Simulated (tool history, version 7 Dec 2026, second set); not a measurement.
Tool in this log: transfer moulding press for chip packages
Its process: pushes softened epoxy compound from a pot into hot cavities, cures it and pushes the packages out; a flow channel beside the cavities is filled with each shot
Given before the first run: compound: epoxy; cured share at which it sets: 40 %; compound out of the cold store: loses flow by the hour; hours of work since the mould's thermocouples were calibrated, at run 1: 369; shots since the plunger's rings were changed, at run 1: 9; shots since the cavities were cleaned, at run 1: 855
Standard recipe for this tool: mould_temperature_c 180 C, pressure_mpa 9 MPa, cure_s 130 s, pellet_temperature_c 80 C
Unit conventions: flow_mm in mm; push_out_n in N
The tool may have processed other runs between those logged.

run,day,mould_temperature_c,pressure_mpa,cure_s,pellet_temperature_c,hours of work since the mould's thermocouples were calibrated,shots since the plunger's rings were changed,shots since the cavities were cleaned,incoming compound's hours out of the cold store,flow_mm,push_out_n
1,0,180,9,130,80,369,9,855,28.7,874,331
# day 0.288: mould's thermocouples calibrated
# day 2.096: cavities cleaned with cleaning compound and waxed
2,2.246,180,9,130,80,19,320,22,18.8,926,325
3,4.446,180,9,130,80,42,647,349,31.7,861,338
4,8.017,180,9,130,80,78,1176,878,42,813,346
# day 9.775: cavities cleaned with cleaning compound and waxed
5,12.308,180,8.06,130,80,121,1803,375,9.1,925,330
6,15.867,177,8.62,139,90,157,2331,903,20.7,913,360
# day 17.492: cavities cleaned with cleaning compound and waxed
7,18.421,177,8.62,139,90,183,2701,138,33.9,847,347
8,20.608,180,9,130,82,205,3025,462,9.2,976,364
# day 20.929: plunger's sealing rings changed
9,24.362,180,9,142,80,242,509,1003,44.5,801,333
# day 25.579: cavities cleaned with cleaning compound and waxed
10,28.121,180,9,142,80,280,1057,377,34.5,847,322

Here are 3 independent what-if runs from the current tool condition. What would each one return?
A,29.85,175,9.8,155,80,298,1314,634,9.7,?,?
B,29.85,185,6.86,130,76,298,1314,634,23.3,?,?
C,29.85,182,10.75,146,80,298,1314,634,24.2,?,?

run,flow_mm,push_out_n
A,1050,347
B,766,323
C,970,317
What these runs would have given with no unlogged condition in the tool:
run,flow_mm,push_out_n
A,1050,343
B,767,319
C,970,313

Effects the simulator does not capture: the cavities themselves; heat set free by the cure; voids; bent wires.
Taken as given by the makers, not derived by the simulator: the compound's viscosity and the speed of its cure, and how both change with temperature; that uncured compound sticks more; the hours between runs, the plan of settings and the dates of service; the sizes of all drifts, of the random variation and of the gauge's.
